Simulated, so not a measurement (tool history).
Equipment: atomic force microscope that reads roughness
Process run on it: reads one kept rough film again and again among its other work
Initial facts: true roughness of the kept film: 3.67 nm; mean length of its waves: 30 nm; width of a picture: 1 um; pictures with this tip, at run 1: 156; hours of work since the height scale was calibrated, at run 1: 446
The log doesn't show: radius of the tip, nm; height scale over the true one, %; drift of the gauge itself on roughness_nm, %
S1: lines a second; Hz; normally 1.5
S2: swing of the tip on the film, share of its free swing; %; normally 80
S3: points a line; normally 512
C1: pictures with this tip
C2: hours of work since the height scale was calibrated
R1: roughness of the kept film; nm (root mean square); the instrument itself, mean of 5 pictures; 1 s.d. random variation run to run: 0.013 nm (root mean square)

| run | hour | S1 | S2 | S3 | C1 | C2 | R1 |
|---|---|---|---|---|---|---|---|
| 1 | 0 | 1.5 | 80 | 512 | 156 | 446 | 2.506 |
|  | 6.5 | new tip fitted |
| 2 | 66.3 | 1.5 | 80 | 512 | 121 | 497 | 2.639 |
|  | 89.3 | new tip fitted |
| 3 | 120.9 | 1.5 | 80 | 512 | 64 | 539 | 2.736 |
|  | 171.3 | new tip fitted |
| 4 | 197.8 | 1.5 | 80 | 512 | 54 | 598 | 2.807 |
| 5 | 249 | 1.5 | 80 | 512 | 158 | 638 | 2.522 |
|  | 254.5 | new tip fitted |
| 6 | 328.6 | 3.82 | 80 | 512 | 150 | 700 | 2.205 |
|  | 336.1 | new tip fitted |
| 7 | 375.9 | 3.82 | 80 | 512 | 80 | 736 | 2.336 |
|  | 419.1 | new tip fitted |
| 8 | 441.7 | 0.78 | 80 | 512 | 46 | 787 | 2.986 |
| 9 | 476.9 | 1.5 | 80 | 512 | 117 | 814 | 2.623 |
|  | 502 | new tip fitted |
| 10 | 538.8 | 0.59 | 80 | 512 | 74 | 862 | 2.935 |
|  | 583.5 | new tip fitted |
| 11 | 590.9 | 0.59 | 76 | 512 | 15 | 902 | 3.141 |
| 12 | 652 | 0.59 | 76 | 512 | 138 | 949 | 2.74 |
|  | 664.1 | new tip fitted |
| 13 | 726.1 | 0.59 | 76 | 512 | 125 | 1007 | 2.799 |
|  | 744.4 | new tip fitted |
| 14 | 798.2 | 0.59 | 76 | 512 | 110 | 1062 | 2.869 |
|  | 825.8 | new tip fitted |
| 15 | 877.8 | 1.04 | 80 | 512 | 106 | 1124 | 2.771 |
|  | 906.7 | new tip fitted |
| 16 | 911.4 | 1.04 | 80 | 512 | 10 | 1150 | 3.09 |
| 17 | 961.4 | 1.04 | 80 | 512 | 111 | 1188 | 2.728 |
|  | 988.6 | new tip fitted |
|  | 1029.2 | height scale calibrated on a step standard |
| 18 | 1037.8 | 2.17 | 80 | 512 | 97 | 7 | 2.532 |
|  | 1071.2 | new tip fitted |
| 19 | 1117.6 | 2.17 | 80 | 512 | 94 | 68 | 2.54 |
|  | 1152.7 | new tip fitted |
| 20 | 1183.5 | 0.62 | 80 | 512 | 63 | 119 | 2.926 |
| 21 | 1227.6 | 0.62 | 80 | 512 | 152 | 154 | 2.647 |
|  | 1237.9 | new tip fitted |
| 22 | 1300.6 | 0.62 | 80 | 512 | 127 | 210 | 2.694 |
|  | 1318.2 | new tip fitted |
| 23 | 1379.9 | 2.95 | 80 | 531 | 125 | 271 | 2.352 |
|  | 1402 | new tip fitted |
| 24 | 1426 | 2.95 | 80 | 531 | 49 | 307 | 2.547 |
| 25 | 1471.5 | 3.34 | 80 | 303 | 141 | 342 | 2.273 |
|  | 1485.9 | new tip fitted |
| 26 | 1519.3 | 3.34 | 80 | 303 | 67 | 379 | 2.458 |
|  | 1570.9 | new tip fitted |
| 27 | 1584 | 2.17 | 78 | 512 | 26 | 429 | 2.816 |
| 28 | 1647.5 | 1.52 | 77 | 267 | 155 | 478 | 2.517 |
|  | 1653.3 | new tip fitted |
| 29 | 1690.3 | 1.52 | 77 | 267 | 75 | 511 | 2.715 |
|  | 1735.7 | new tip fitted |
| 30 | 1748 | 1.23 | 74 | 267 | 24 | 555 | 3.013 |
|  | 1817 | new tip fitted |
| 31 | 1817 | 3.76 | 65 | 807 | 0 | 609 | 2.982 |
| 32 | 1889.7 | 2.93 | 58 | 292 | 147 | 665 | 2.637 |
|  | 1903.2 | new tip fitted |
| 33 | 1944.2 | 2.93 | 58 | 292 | 83 | 707 | 2.812 |
|  | 1983.4 | new tip fitted |
| 34 | 2004.7 | 2.93 | 58 | 292 | 43 | 754 | 2.945 |
|  | 2066.7 | new tip fitted |
| 35 | 2074.7 | 1.5 | 80 | 662 | 16 | 808 | 2.936 |
| 36 | 2128.6 | 1.5 | 80 | 662 | 125 | 850 | 2.612 |
|  | 2146.9 | new tip fitted |
| 37 | 2179 | 1.5 | 80 | 662 | 65 | 888 | 2.8 |
|  | 2230.6 | new tip fitted |
| 38 | 2241.9 | 2 | 80 | 772 | 23 | 937 | 2.876 |
| 39 | 2306.6 | 1.98 | 80 | 330 | 154 | 987 | 2.438 |
|  | 2312.6 | new tip fitted |
| 40 | 2376.5 | 2.6 | 78 | 893 | 130 | 1041 | 2.481 |
|  | 2393.7 | new tip fitted |
| 41 | 2445.3 | 0.77 | 88 | 512 | 104 | 1094 | 2.722 |
|  | 2476.3 | new tip fitted |
| 42 | 2509.7 | 0.77 | 88 | 512 | 68 | 1144 | 2.872 |

Selected run-to-run steps in R1, each split into two signed amounts: the part the tool would show with no hidden state at all (from settings, incoming material and random variation), and the remainder, which goes to the hidden state together with any gauge scatter not common to the measured and the hidden-state-free results:
Run 7 -> 8: S1 3.82 -> 0.78, new tip fitted. R1 +0.65 nm (root mean square): hidden state +0.086, all else +0.564.
Run 11 -> 12: nothing adjusted, nothing logged. R1 -0.401 nm (root mean square): hidden state -0.396, all else -0.005.
Run 31 -> 32: S1 3.76 -> 2.93, S2 65 -> 58, S3 807 -> 292. R1 -0.345 nm (root mean square): hidden state -0.467, all else +0.122.
Run 38 -> 39: S1 2 -> 1.98, S3 772 -> 330. R1 -0.438 nm (root mean square): hidden state -0.402, all else -0.036.
